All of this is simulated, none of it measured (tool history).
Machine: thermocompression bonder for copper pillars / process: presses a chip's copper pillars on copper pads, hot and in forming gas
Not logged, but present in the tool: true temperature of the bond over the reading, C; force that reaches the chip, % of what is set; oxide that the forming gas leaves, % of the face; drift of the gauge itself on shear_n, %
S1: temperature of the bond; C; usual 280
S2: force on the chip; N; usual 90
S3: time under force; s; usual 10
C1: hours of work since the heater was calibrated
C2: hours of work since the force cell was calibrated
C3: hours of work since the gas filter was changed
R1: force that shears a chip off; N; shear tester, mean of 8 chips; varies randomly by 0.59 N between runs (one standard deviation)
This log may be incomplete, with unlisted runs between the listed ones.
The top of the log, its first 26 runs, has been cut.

run 27 hour=884.5 | S1=283 S2=66 S3=13 | C1=380 C2=255 C3=235 | R1=49.7
run 28 hour=921.8 | S1=283 S2=66 S3=13 | C1=406 C2=281 C3=262 | R1=49.7
-- hour=964.6 forming gas filter changed
run 29 hour=971.9 | S1=255 S2=66 S3=13 | C1=441 C2=317 C3=5 | R1=36.1
run 30 hour=1007.0 | S1=280 S2=114 S3=10 | C1=466 C2=342 C3=30 | R1=58.0
run 31 hour=1031.8 | S1=280 S2=114 S3=10 | C1=484 C2=359 C3=48 | R1=59.3
run 32 hour=1053.1 | S1=289 S2=115 S3=12 | C1=499 C2=374 C3=63 | R1=67.1
run 33 hour=1080.9 | S1=289 S2=115 S3=12 | C1=519 C2=394 C3=83 | R1=67.4
run 34 hour=1130.7 | S1=289 S2=115 S3=12 | C1=554 C2=429 C3=118 | R1=67.6

Predict each of these 4 candidate next runs independently; none follows another, all start after run 34:
run A hour=1164.5 | S1=272 S2=78 S3=10 | C1=578 C2=453 C3=142 | R1=?
run B hour=1164.5 | S1=280 S2=62 S3=19 | C1=578 C2=453 C3=142 | R1=?
run C hour=1164.5 | S1=283 S2=132 S3=10 | C1=578 C2=453 C3=142 | R1=?
run D hour=1164.5 | S1=261 S2=84 S3=13 | C1=578 C2=453 C3=142 | R1=?

run=A R1=42.8
run=B R1=53.9
run=C R1=63.4
run=D R1=42.4
Had the tool no hidden state, the same runs would have come out as:
run=A R1=47.3
run=B R1=58.8
run=C R1=68.5
run=D R1=46.9
